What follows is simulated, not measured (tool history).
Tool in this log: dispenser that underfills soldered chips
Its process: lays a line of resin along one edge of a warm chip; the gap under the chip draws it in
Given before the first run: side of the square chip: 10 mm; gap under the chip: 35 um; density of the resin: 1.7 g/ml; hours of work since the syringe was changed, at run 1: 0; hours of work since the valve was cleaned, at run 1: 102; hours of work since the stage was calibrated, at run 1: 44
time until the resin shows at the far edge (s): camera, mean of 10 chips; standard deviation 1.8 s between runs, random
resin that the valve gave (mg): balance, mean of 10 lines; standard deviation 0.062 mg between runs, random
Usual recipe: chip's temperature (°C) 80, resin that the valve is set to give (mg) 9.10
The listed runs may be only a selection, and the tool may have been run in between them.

| run | hour | chip's temperature (°C) | resin that the valve is set to give (mg) | hours of work since the syringe was changed | hours of work since the valve was cleaned | hours of work since the stage was calibrated | time until the resin shows at the far edge (s) | resin that the valve gave (mg) |
|---|---|---|---|---|---|---|---|---|
| 1 | 0.0 | 80 | 9.10 | 0 | 102 | 44 | 184.2 | 8.50 |
| 2 | 3.3 | 80 | 9.10 | 3 | 104 | 46 | 221.5 | 8.51 |
| 3 | 9.2 | 80 | 9.10 | 7 | 109 | 51 | 299.8 | 8.56 |
|  | 12.0 | new syringe of resin |
| 4 | 15.2 | 80 | 9.10 | 2 | 113 | 55 | 210.8 | 8.51 |
| 5 | 20.6 | 80 | 9.10 | 6 | 117 | 59 | 278.8 | 8.47 |
|  | 24.8 | new syringe of resin |
| 6 | 26.8 | 80 | 10.91 | 2 | 122 | 64 | 197.4 | 10.00 |
|  | 30.1 | dispensing valve cleaned and set on the balance |
| 7 | 31.8 | 80 | 10.91 | 5 | 1 | 67 | 239.4 | 10.84 |
|  | 38.3 | new syringe of resin |
| 8 | 38.4 | 80 | 9.10 | 0 | 6 | 72 | 180.9 | 9.12 |
| 9 | 44.8 | 80 | 9.10 | 5 | 11 | 77 | 252.4 | 9.21 |
|  | 50.7 | new syringe of resin |
| 10 | 50.8 | 80 | 9.10 | 0 | 15 | 81 | 182.7 | 8.96 |
| 11 | 55.4 | 70 | 9.10 | 4 | 19 | 84 | 348.9 | 9.10 |
| 12 | 61.8 | 80 | 8.09 | 8 | 24 | 89 | 324.7 | 8.00 |
|  | 63.2 | new syringe of resin |
| 13 | 67.7 | 80 | 8.09 | 3 | 28 | 94 | 234.6 | 8.04 |
| 14 | 74.0 | 80 | 8.09 | 8 | 33 | 98 | 313.6 | 7.98 |
|  | 75.6 | new syringe of resin |
| 15 | 77.4 | 87 | 10.54 | 1 | 35 | 101 | 150.3 | 10.21 |
| 16 | 80.2 | 87 | 10.54 | 4 | 37 | 103 | 166.6 | 10.21 |
| 17 | 84.3 | 84 | 10.40 | 7 | 40 | 106 | 234.8 | 9.98 |
|  | 88.4 | new syringe of resin |
| 18 | 89.2 | 80 | 8.41 | 1 | 44 | 109 | 189.6 | 8.23 |
| 19 | 94.6 | 80 | 8.41 | 5 | 48 | 114 | 248.9 | 8.32 |
| 20 | 97.7 | 72 | 9.10 | 7 | 50 | 116 | 399.7 | 8.81 |
|  | 100.9 | new syringe of resin |
| 21 | 103.1 | 75 | 9.62 | 2 | 54 | 120 | 252.5 | 9.31 |
| 22 | 106.7 | 93 | 10.69 | 4 | 57 | 123 | 145.2 | 10.29 |
| 23 | 110.3 | 93 | 10.69 | 7 | 60 | 125 | 171.6 | 10.34 |
|  | 113.3 | new syringe of resin |
| 24 | 117.0 | 80 | 9.10 | 3 | 65 | 130 | 218.2 | 8.71 |
| 25 | 119.9 | 80 | 10.38 | 5 | 67 | 132 | 250.0 | 9.95 |
| 26 | 123.5 | 80 | 8.92 | 8 | 69 | 135 | 303.5 | 8.52 |

3 ways to go on from here, each from the tool as it stands after run 26. What would each give?
|  | 126.1 | new syringe of resin |
| A | 130.0 | 70 | 10.58 | 3 | 74 | 140 | ? | ? |
|  | 126.1 | new syringe of resin |
| B | 130.0 | 67 | 9.10 | 3 | 74 | 140 | ? | ? |
|  | 126.1 | new syringe of resin |
| C | 130.0 | 77 | 8.92 | 3 | 74 | 140 | ? | ? |

| run | time until the resin shows at the far edge (s) | resin that the valve gave (mg) |
|---|---|---|
| A | 328.8 | 10.15 |
| B | 387.5 | 8.56 |
| C | 248.4 | 8.55 |
Take away the tool's hidden state, keep each run's random variation, and the runs would have read:
| run | time until the resin shows at the far edge (s) | resin that the valve gave (mg) |
|---|---|---|
| A | 263.7 | 10.62 |
| B | 309.4 | 8.96 |
| C | 198.6 | 8.94 |

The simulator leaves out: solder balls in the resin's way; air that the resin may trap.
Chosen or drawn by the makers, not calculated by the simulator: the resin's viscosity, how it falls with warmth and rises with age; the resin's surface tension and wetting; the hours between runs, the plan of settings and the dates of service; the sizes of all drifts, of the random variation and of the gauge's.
